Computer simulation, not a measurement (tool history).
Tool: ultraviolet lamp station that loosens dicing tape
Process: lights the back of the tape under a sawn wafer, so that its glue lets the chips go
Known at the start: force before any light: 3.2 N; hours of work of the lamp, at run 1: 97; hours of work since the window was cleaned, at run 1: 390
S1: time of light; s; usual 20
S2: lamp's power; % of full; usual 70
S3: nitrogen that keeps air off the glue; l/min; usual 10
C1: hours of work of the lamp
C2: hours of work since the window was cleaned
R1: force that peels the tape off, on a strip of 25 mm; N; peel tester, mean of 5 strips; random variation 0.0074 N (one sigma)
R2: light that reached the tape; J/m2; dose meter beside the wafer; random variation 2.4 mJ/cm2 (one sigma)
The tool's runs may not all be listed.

| run | hour | S1 | S2 | S3 | C1 | C2 | R1 | R2 |
|---|---|---|---|---|---|---|---|---|
| 1 | 0 | 20 | 70 | 10 | 97 | 390 | 0.371 | 2260 |
| 2 | 32.1 | 20 | 70 | 10 | 115 | 408 | 0.392 | 2220 |
| 3 | 53.5 | 20 | 70 | 5 | 126 | 419 | 0.548 | 2220 |
| 4 | 79.3 | 20 | 70 | 10 | 141 | 433 | 0.398 | 2150 |
|  | 92.6 | window cleaned of glue's vapour |
| 5 | 102.3 | 15 | 70 | 10 | 153 | 5 | 0.484 | 1880 |
| 6 | 141.5 | 15 | 70 | 10 | 174 | 27 | 0.528 | 1840 |
| 7 | 177.8 | 15 | 70 | 10 | 194 | 46 | 0.552 | 1810 |
| 8 | 211.1 | 20 | 61 | 10 | 212 | 65 | 0.428 | 2080 |
| 9 | 259.6 | 20 | 70 | 10 | 239 | 91 | 0.369 | 2280 |
| 10 | 293.6 | 20 | 70 | 10 | 257 | 110 | 0.392 | 2250 |
| 11 | 327.2 | 20 | 70 | 6 | 275 | 128 | 0.492 | 2220 |
| 12 | 364.6 | 25 | 70 | 10 | 296 | 148 | 0.292 | 2680 |
| 13 | 398.7 | 20 | 70 | 10 | 314 | 167 | 0.43 | 2130 |
| 14 | 423.5 | 20 | 70 | 10 | 328 | 180 | 0.415 | 2080 |
| 15 | 449.7 | 20 | 70 | 10 | 342 | 195 | 0.443 | 2020 |
| 16 | 499.1 | 20 | 70 | 4 | 369 | 222 | 0.721 | 1980 |
| 17 | 531.8 | 20 | 81 | 10 | 387 | 239 | 0.36 | 2220 |
| 18 | 563.1 | 20 | 81 | 10 | 404 | 256 | 0.385 | 2180 |
| 19 | 592.6 | 20 | 70 | 16 | 420 | 273 | 0.41 | 1890 |
| 20 | 632.8 | 20 | 70 | 16 | 442 | 294 | 0.447 | 1800 |
| 21 | 658.6 | 20 | 70 | 10 | 456 | 309 | 0.558 | 1760 |
| 22 | 692.1 | 18 | 70 | 5 | 474 | 327 | 0.873 | 1560 |
| 23 | 734.3 | 18 | 70 | 5 | 497 | 350 | 0.928 | 1520 |
| 24 | 766.7 | 18 | 70 | 17 | 515 | 367 | 0.566 | 1480 |
| 25 | 803.6 | 11 | 77 | 8 | 535 | 388 | 1.269 | 980 |
| 26 | 852.7 | 11 | 77 | 12 | 562 | 414 | 1.128 | 900 |
| 27 | 877.7 | 20 | 93 | 10 | 575 | 428 | 0.481 | 1950 |
|  | 897.9 | window cleaned of glue's vapour |
| 28 | 921.6 | 33 | 67 | 8 | 599 | 13 | 0.304 | 2740 |
| 29 | 945.1 | 33 | 67 | 8 | 612 | 26 | 0.319 | 2730 |
| 30 | 979 | 33 | 67 | 8 | 630 | 44 | 0.342 | 2620 |
| 31 | 1026.4 | 12 | 86 | 12 | 656 | 70 | 0.904 | 1140 |
| 32 | 1064.8 | 15 | 65 | 16 | 677 | 91 | 0.919 | 1090 |
|  | 1109.4 | lamp changed |
| 33 | 1113.5 | 11 | 65 | 4 | 2 | 117 | 1.129 | 1340 |
| 34 | 1160.4 | 11 | 65 | 4 | 28 | 142 | 1.172 | 1290 |
| 35 | 1193.6 | 14 | 85 | 5 | 46 | 161 | 0.55 | 2140 |
| 36 | 1237.8 | 14 | 85 | 5 | 70 | 185 | 0.591 | 2090 |
| 37 | 1286.7 | 14 | 65 | 6 | 97 | 211 | 0.816 | 1550 |
| 38 | 1308.5 | 13 | 66 | 7 | 109 | 223 | 0.809 | 1460 |
| 39 | 1331.1 | 13 | 66 | 7 | 121 | 236 | 0.881 | 1430 |
| 40 | 1371.3 | 17 | 70 | 10 | 143 | 257 | 0.475 | 1900 |
| 41 | 1411.2 | 35 | 67 | 10 | 164 | 279 | 0.188 | 3730 |
| 42 | 1444.2 | 35 | 67 | 10 | 182 | 297 | 0.194 | 3630 |

How the hidden state differs across the entries between the runs, from the last listed run before each to the first after it:
Between runs 4 and 5: window cleaned of glue's vapour (hour 92.6)
  lamp's light, % of a new lamp's: 91.7 -> 91; light that the window lets through, % of a clean one's: 84.9 -> 99.8
  measured less the result without the state, R1: +0.127 -> +0.066 N; R2: -610 -> -190 J/m2
Between runs 27 and 28: window cleaned of glue's vapour (hour 897.9)
  lamp's light, % of a new lamp's: 64.2 -> 62.5; light that the window lets through, % of a clean one's: 84.6 -> 99.5
  measured less the result without the state, R1: +0.277 -> +0.134 N; R2: -1670 -> -1670 J/m2
Between runs 32 and 33: lamp changed (hour 1109.4)
  lamp's light, % of a new lamp's: 57.4 -> 99.4; light that the window lets through, % of a clean one's: 96.6 -> 95.6
  measured less the result without the state, R1: +0.516 -> +0.057 N; R2: -860 -> -70 J/m2
